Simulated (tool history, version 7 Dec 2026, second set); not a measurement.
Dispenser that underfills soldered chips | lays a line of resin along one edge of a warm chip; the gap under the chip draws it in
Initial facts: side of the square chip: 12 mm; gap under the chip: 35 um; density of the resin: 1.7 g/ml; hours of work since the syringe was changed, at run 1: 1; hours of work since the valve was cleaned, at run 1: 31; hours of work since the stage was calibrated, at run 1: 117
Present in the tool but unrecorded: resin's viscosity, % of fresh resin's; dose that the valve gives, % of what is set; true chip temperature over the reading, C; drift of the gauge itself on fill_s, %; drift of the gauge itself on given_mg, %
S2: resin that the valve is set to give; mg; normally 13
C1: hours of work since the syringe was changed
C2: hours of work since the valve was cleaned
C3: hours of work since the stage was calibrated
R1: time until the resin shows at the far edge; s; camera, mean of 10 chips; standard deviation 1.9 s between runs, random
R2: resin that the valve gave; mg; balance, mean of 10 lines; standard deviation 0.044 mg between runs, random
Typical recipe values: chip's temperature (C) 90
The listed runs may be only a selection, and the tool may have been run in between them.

{"run": 1, "hour": 0.0, "chip's temperature (C)": 90, "S2": 13, "C1": 1, "C2": 31, "C3": 117, "R1": 198.7, "R2": 12.82}
{"hour": 6.5, "done": "new syringe of resin"}
{"run": 2, "hour": 6.5, "chip's temperature (C)": 90, "S2": 13, "C1": 0, "C2": 35, "C3": 122, "R1": 187, "R2": 12.87}
{"run": 3, "hour": 12.4, "chip's temperature (C)": 90, "S2": 13, "C1": 4, "C2": 40, "C3": 126, "R1": 241.8, "R2": 12.84}
{"hour": 14.3, "done": "new syringe of resin"}
{"run": 4, "hour": 16.9, "chip's temperature (C)": 86, "S2": 13, "C1": 2, "C2": 43, "C3": 129, "R1": 242.2, "R2": 12.88}
{"hour": 22.2, "done": "new syringe of resin"}
{"run": 5, "hour": 23.1, "chip's temperature (C)": 86, "S2": 13, "C1": 1, "C2": 47, "C3": 133, "R1": 224.8, "R2": 12.75}
{"run": 6, "hour": 26.7, "chip's temperature (C)": 91, "S2": 13, "C1": 3, "C2": 50, "C3": 136, "R1": 218.4, "R2": 12.73}
{"hour": 29.9, "done": "new syringe of resin"}
{"run": 7, "hour": 33.0, "chip's temperature (C)": 91, "S2": 13, "C1": 2, "C2": 54, "C3": 140, "R1": 212.1, "R2": 12.76}
{"run": 8, "hour": 36.2, "chip's temperature (C)": 91, "S2": 13, "C1": 5, "C2": 56, "C3": 143, "R1": 236.3, "R2": 12.79}
{"hour": 37.8, "done": "new syringe of resin"}
{"hour": 41.6, "done": "dispensing valve cleaned and set on the balance"}
{"run": 9, "hour": 43.4, "chip's temperature (C)": 91, "S2": 13, "C1": 3, "C2": 1, "C3": 147, "R1": 220.9, "R2": 13.01}
{"hour": 46.4, "done": "new syringe of resin"}
{"run": 10, "hour": 48.5, "chip's temperature (C)": 85, "S2": 13, "C1": 2, "C2": 5, "C3": 151, "R1": 248.6, "R2": 12.98}
{"run": 11, "hour": 53.3, "chip's temperature (C)": 85, "S2": 13, "C1": 5, "C2": 8, "C3": 154, "R1": 306.1, "R2": 12.96}
{"hour": 54.1, "done": "new syringe of resin"}
{"run": 12, "hour": 57.8, "chip's temperature (C)": 85, "S2": 13, "C1": 3, "C2": 11, "C3": 157, "R1": 267.5, "R2": 12.95}
{"hour": 61.6, "done": "new syringe of resin"}
{"run": 13, "hour": 62.8, "chip's temperature (C)": 85, "S2": 13, "C1": 1, "C2": 15, "C3": 161, "R1": 244.9, "R2": 12.95}
{"hour": 69.2, "done": "new syringe of resin"}
{"run": 14, "hour": 69.5, "chip's temperature (C)": 82, "S2": 13, "C1": 0, "C2": 19, "C3": 165, "R1": 263.6, "R2": 12.91}
{"run": 15, "hour": 72.7, "chip's temperature (C)": 97, "S2": 13, "C1": 3, "C2": 22, "C3": 168, "R1": 166.9, "R2": 12.93}
{"hour": 76.7, "done": "new syringe of resin"}
{"run": 16, "hour": 78.1, "chip's temperature (C)": 97, "S2": 13, "C1": 1, "C2": 26, "C3": 171, "R1": 153.5, "R2": 12.95}
{"run": 17, "hour": 82.9, "chip's temperature (C)": 97, "S2": 13, "C1": 5, "C2": 29, "C3": 175, "R1": 185.3, "R2": 12.91}
{"hour": 84.5, "done": "new syringe of resin"}
{"run": 18, "hour": 88.1, "chip's temperature (C)": 97, "S2": 13, "C1": 3, "C2": 33, "C3": 178, "R1": 168.5, "R2": 12.82}
{"hour": 92.1, "done": "new syringe of resin"}
{"run": 19, "hour": 94.0, "chip's temperature (C)": 97, "S2": 13, "C1": 1, "C2": 37, "C3": 182, "R1": 155.4, "R2": 12.87}
{"hour": 99.7, "done": "new syringe of resin"}
{"run": 20, "hour": 100.3, "chip's temperature (C)": 99, "S2": 15.6, "C1": 0, "C2": 41, "C3": 187, "R1": 140.1, "R2": 15.35}
{"run": 21, "hour": 103.6, "chip's temperature (C)": 99, "S2": 15.6, "C1": 3, "C2": 43, "C3": 189, "R1": 157.3, "R2": 15.39}
{"hour": 107.2, "done": "new syringe of resin"}
{"run": 22, "hour": 109.2, "chip's temperature (C)": 77, "S2": 13.3, "C1": 1, "C2": 47, "C3": 193, "R1": 353.5, "R2": 13.15}
{"hour": 114.6, "done": "new syringe of resin"}
{"run": 23, "hour": 115.0, "chip's temperature (C)": 77, "S2": 13.3, "C1": 0, "C2": 51, "C3": 197, "R1": 337.5, "R2": 13.16}
{"run": 24, "hour": 118.9, "chip's temperature (C)": 77, "S2": 13.3, "C1": 3, "C2": 54, "C3": 200, "R1": 392.4, "R2": 13.05}
{"hour": 122.4, "done": "new syringe of resin"}
{"run": 25, "hour": 123.5, "chip's temperature (C)": 92, "S2": 15.2, "C1": 1, "C2": 57, "C3": 203, "R1": 184.9, "R2": 14.99}
{"hour": 127.2, "done": "dispensing valve cleaned and set on the balance"}
{"run": 26, "hour": 130.0, "chip's temperature (C)": 77, "S2": 13.8, "C1": 5, "C2": 2, "C3": 207, "R1": 420.6, "R2": 13.8}
{"hour": 131.1, "done": "new syringe of resin"}
{"run": 27, "hour": 133.0, "chip's temperature (C)": 90, "S2": 16, "C1": 1, "C2": 4, "C3": 209, "R1": 199, "R2": 15.96}
{"hour": 138.6, "done": "new syringe of resin"}
{"run": 28, "hour": 139.1, "chip's temperature (C)": 77, "S2": 15.8, "C1": 0, "C2": 8, "C3": 213, "R1": 334, "R2": 15.76}
{"run": 29, "hour": 144.1, "chip's temperature (C)": 90, "S2": 11.9, "C1": 4, "C2": 12, "C3": 217, "R1": 248.4, "R2": 11.82}
{"hour": 146.6, "done": "new syringe of resin"}
{"run": 30, "hour": 148.4, "chip's temperature (C)": 90, "S2": 14.6, "C1": 1, "C2": 15, "C3": 220, "R1": 204.8, "R2": 14.56}
{"run": 31, "hour": 152.0, "chip's temperature (C)": 90, "S2": 14.6, "C1": 4, "C2": 17, "C3": 222, "R1": 242.2, "R2": 14.51}

What does the tool deliver on the next run?
{"hour": 154.2, "done": "new syringe of resin"}
{"run": 32, "hour": 157.7, "chip's temperature (C)": 90, "S2": 14.6, "C1": 3, "C2": 21, "C3": 226, "R1": "?", "R2": "?"}

Run 32 produced R1 221.6 s, R2 14.46 mg.
On a tool with no hidden condition, and with the same random variation, this run would have come out at R1 180.3 s, R2 14.58 mg.
